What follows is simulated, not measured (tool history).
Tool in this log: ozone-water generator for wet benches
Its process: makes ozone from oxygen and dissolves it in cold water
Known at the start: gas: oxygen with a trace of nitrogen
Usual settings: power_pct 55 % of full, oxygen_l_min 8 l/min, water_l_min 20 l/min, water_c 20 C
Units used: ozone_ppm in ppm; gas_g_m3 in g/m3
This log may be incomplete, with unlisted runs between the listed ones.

run 1 hour=0 | power_pct=55 oxygen_l_min=8 water_l_min=20 water_c=20 | ozone_ppm=21.7 gas_g_m3=151.6
run 2 hour=94.2 | power_pct=55 oxygen_l_min=8 water_l_min=22 water_c=20 | ozone_ppm=20.7 gas_g_m3=151
run 3 hour=192.5 | power_pct=55 oxygen_l_min=8 water_l_min=20 water_c=20 | ozone_ppm=21.6 gas_g_m3=152.5
run 4 hour=244.6 | power_pct=55 oxygen_l_min=8 water_l_min=20 water_c=20 | ozone_ppm=21.6 gas_g_m3=150.3
run 5 hour=294.6 | power_pct=55 oxygen_l_min=8 water_l_min=20 water_c=20 | ozone_ppm=21.5 gas_g_m3=151.9
run 6 hour=343 | power_pct=73 oxygen_l_min=8 water_l_min=20 water_c=20 | ozone_ppm=27.4 gas_g_m3=191.5
run 7 hour=406.9 | power_pct=73 oxygen_l_min=8 water_l_min=20 water_c=20 | ozone_ppm=27.6 gas_g_m3=188.1
run 8 hour=505.9 | power_pct=55 oxygen_l_min=8 water_l_min=20 water_c=21 | ozone_ppm=21.4 gas_g_m3=151.7
run 9 hour=593.4 | power_pct=55 oxygen_l_min=6.87 water_l_min=28 water_c=27 | ozone_ppm=16.3 gas_g_m3=167.8

Forecast run 10:
run 10 hour=688.8 | power_pct=55 oxygen_l_min=6.87 water_l_min=28 water_c=27 | ozone_ppm=? gas_g_m3=?

{"run 10": {"ozone_ppm": 16.5, "gas_g_m3": 167.2}}
If the tool had no hidden condition, the same run with the same run-to-run variation would have returned ozone_ppm 17.6 ppm, gas_g_m3 171.6 g/m3.
